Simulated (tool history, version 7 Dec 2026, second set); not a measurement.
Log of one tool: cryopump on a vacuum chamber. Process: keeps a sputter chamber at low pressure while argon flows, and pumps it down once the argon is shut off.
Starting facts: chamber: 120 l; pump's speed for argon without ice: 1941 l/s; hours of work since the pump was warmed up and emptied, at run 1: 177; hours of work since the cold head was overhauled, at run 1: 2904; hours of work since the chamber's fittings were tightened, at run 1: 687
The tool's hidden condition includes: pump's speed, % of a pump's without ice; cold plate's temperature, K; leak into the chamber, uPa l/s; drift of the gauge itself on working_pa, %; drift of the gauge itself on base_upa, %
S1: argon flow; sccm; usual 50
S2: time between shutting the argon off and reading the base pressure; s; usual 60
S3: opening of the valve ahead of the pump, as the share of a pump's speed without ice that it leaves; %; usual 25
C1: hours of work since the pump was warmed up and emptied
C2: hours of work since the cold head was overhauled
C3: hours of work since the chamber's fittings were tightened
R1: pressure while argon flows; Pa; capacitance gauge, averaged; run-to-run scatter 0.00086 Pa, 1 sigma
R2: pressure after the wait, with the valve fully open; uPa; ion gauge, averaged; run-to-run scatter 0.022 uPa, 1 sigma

Run 1, hour 0: usual settings; C1 177; C2 2904; C3 687. Result: R1 0.1766 Pa, R2 1.35 uPa.
Run 2, hour 65.8: usual settings but S2 258 s; C1 235; C2 2961; C3 744. Result: R1 0.1781 Pa, R2 1.08 uPa.
Run 3, hour 130.3: usual settings but S2 258 s; C1 292; C2 3018; C3 801. Result: R1 0.1779 Pa, R2 1.18 uPa.
Run 4, hour 205.9: usual settings but S1 27 sccm; C1 358; C2 3085; C3 868. Result: R1 0.0974 Pa, R2 1.71 uPa.
Run 5, hour 278.7: usual settings but S1 27 sccm, S3 50 %; C1 422; C2 3149; C3 932. Result: R1 0.0508 Pa, R2 1.72 uPa.
Run 6, hour 333.1: usual settings but S1 27 sccm, S3 50 %; C1 470; C2 3196; C3 979. Result: R1 0.0512 Pa, R2 1.82 uPa.
At hour 370.6: pump warmed up, emptied and cooled again.
Run 7, hour 402.5: usual settings but S3 21 %; C1 28; C2 3253; C3 1036. Result: R1 0.2088 Pa, R2 1.71 uPa.
Run 8, hour 444.9: usual settings but S3 21 %; C1 65; C2 3290; C3 1073. Result: R1 0.2098 Pa, R2 1.77 uPa.
Run 9, hour 531.8: usual settings but S3 21 %; C1 142; C2 3367; C3 1149. Result: R1 0.208 Pa, R2 1.9 uPa.
At hour 549.1: leaking fittings of the chamber tightened, without venting.
Run 10, hour 584.1: usual settings; C1 186; C2 3411; C3 31. Result: R1 0.1786 Pa, R2 0.67 uPa.
Run 11, hour 638.8: usual settings; C1 234; C2 3459; C3 79. Result: R1 0.1791 Pa, R2 0.74 uPa.
Run 12, hour 675.4: usual settings; C1 266; C2 3491; C3 111. Result: R1 0.1791 Pa, R2 0.78 uPa.
Run 13, hour 723.2: usual settings but S3 28 %; C1 308; C2 3533; C3 153. Result: R1 0.1606 Pa, R2 0.84 uPa.
Run 14, hour 776.4: usual settings but S3 28 %; C1 355; C2 3580; C3 200. Result: R1 0.1604 Pa, R2 0.92 uPa.
Run 15, hour 853.7: usual settings but S1 33 sccm, S3 28 %; C1 423; C2 3648; C3 268. Result: R1 0.1079 Pa, R2 1.02 uPa.
At hour 943.4: pump warmed up, emptied and cooled again.
Run 16, hour 947.7: usual settings but S1 33 sccm, S2 34 s, S3 28 %; C1 4; C2 3726; C3 346. Result: R1 0.1043 Pa, R2 1.41 uPa.
Run 17, hour 1005.6: usual settings but S1 33 sccm, S2 34 s, S3 28 %; C1 55; C2 3777; C3 397. Result: R1 0.1034 Pa, R2 1.5 uPa.
Run 18, hour 1087.1: usual settings but S1 39 sccm, S3 53 %; C1 126; C2 3848; C3 468. Result: R1 0.0668 Pa, R2 1.18 uPa.
Run 19, hour 1153.2: usual settings but S1 39 sccm, S3 36 %; C1 184; C2 3906; C3 526. Result: R1 0.0964 Pa, R2 1.26 uPa.
Run 20, hour 1243.2: usual settings but S1 30 sccm, S2 53 s, S3 28 %; C1 263; C2 3985; C3 606. Result: R1 0.0962 Pa, R2 1.49 uPa.
Run 21, hour 1316.7: usual settings but S2 85 s; C1 328; C2 4050; C3 670. Result: R1 0.1801 Pa, R2 1.37 uPa.
Run 22, hour 1395.1: usual settings but S1 86 sccm, S3 58 %; C1 397; C2 4119; C3 739. Result: R1 0.1421 Pa, R2 1.61 uPa.
Run 23, hour 1443.4: usual settings but S1 86 sccm, S3 58 %; C1 439; C2 4161; C3 781. Result: R1 0.1431 Pa, R2 1.64 uPa.
Run 24, hour 1503.5: usual settings but S1 29 sccm, S2 28 s, S3 58 %; C1 492; C2 4214; C3 834. Result: R1 0.0486 Pa, R2 2.26 uPa.
At hour 1512.7: pump warmed up, emptied and cooled again.
Run 25, hour 1581.5: usual settings but S1 29 sccm, S2 28 s, S3 58 %; C1 60; C2 4278; C3 898. Result: R1 0.0448 Pa, R2 2.21 uPa.
Run 26, hour 1627.9: usual settings but S1 40 sccm, S2 259 s, S3 59 %; C1 101; C2 4319; C3 939. Result: R1 0.0609 Pa, R2 1.34 uPa.
Run 27, hour 1669.4: usual settings but S1 40 sccm, S2 259 s, S3 59 %; C1 138; C2 4355; C3 976. Result: R1 0.0622 Pa, R2 1.37 uPa.
Run 28, hour 1747.1: usual settings but S2 54 s, S3 39 %; C1 206; C2 4424; C3 1044. Result: R1 0.116 Pa, R2 1.97 uPa.
Run 29, hour 1788.1: usual settings but S2 54 s, S3 39 %; C1 242; C2 4460; C3 1080. Result: R1 0.1174 Pa, R2 1.97 uPa.
At hour 1881.2: leaking fittings of the chamber tightened, without venting.
Run 30, hour 1881.2: usual settings but S2 54 s, S3 32 %; C1 322; C2 4540; C3 0. Result: R1 0.1436 Pa, R2 0.7 uPa.
Run 31, hour 1925.4: usual settings but S2 54 s, S3 32 %; C1 361; C2 4579; C3 39. Result: R1 0.1435 Pa, R2 0.79 uPa.
Run 32, hour 1976.6: usual settings but S1 58 sccm, S2 250 s, S3 23 %; C1 406; C2 4624; C3 84. Result: R1 0.2277 Pa, R2 0.41 uPa.

Entry by entry between the runs, the difference in hidden state between the last listed run before and the first listed run after:
From run 6 to run 7: pump warmed up, emptied and cooled again (hour 370.6)
  pump's speed, % of a pump's without ice: 85.8 -> 98.9; cold plate's temperature, K: 12.94 -> 12.96; leak into the chamber, uPa l/s: 2143 -> 2262
  the result without the hidden state subtracted from the measured one, R1: +0.0044 -> +0.0013 Pa; R2: +1.15 -> +1.05 uPa
From run 9 to run 10: leaking fittings of the chamber tightened, without venting (hour 549.1)
  pump's speed, % of a pump's without ice: 95.6 -> 94.4; cold plate's temperature, K: 12.99 -> 13.01; leak into the chamber, uPa l/s: 2484 -> 362
  the result without the hidden state subtracted from the measured one, R1: +0.0029 -> +0.0035 Pa; R2: +1.22 -> +0.05 uPa
From run 15 to run 16: pump warmed up, emptied and cooled again (hour 943.4)
  pump's speed, % of a pump's without ice: 87.2 -> 99.1; cold plate's temperature, K: 13.08 -> 13.1; leak into the chamber, uPa l/s: 852 -> 1008
  the result without the hidden state subtracted from the measured one, R1: +0.0049 -> +0.0009 Pa; R2: +0.36 -> +0.38 uPa
From run 24 to run 25: pump warmed up, emptied and cooled again (hour 1512.7)
  pump's speed, % of a pump's without ice: 84.6 -> 97.5; cold plate's temperature, K: 13.24 -> 13.26; leak into the chamber, uPa l/s: 1992 -> 2122
  the result without the hidden state subtracted from the measured one, R1: +0.0054 -> +0.0013 Pa; R2: +1.07 -> +0.99 uPa
From run 29 to run 30: leaking fittings of the chamber tightened, without venting (hour 1881.2)
  pump's speed, % of a pump's without ice: 91.9 -> 89.4; cold plate's temperature, K: 13.31 -> 13.33; leak into the chamber, uPa l/s: 2457 -> 311
  the result without the hidden state subtracted from the measured one, R1: +0.0051 -> +0.0065 Pa; R2: +1.26 -> +0.03 uPa
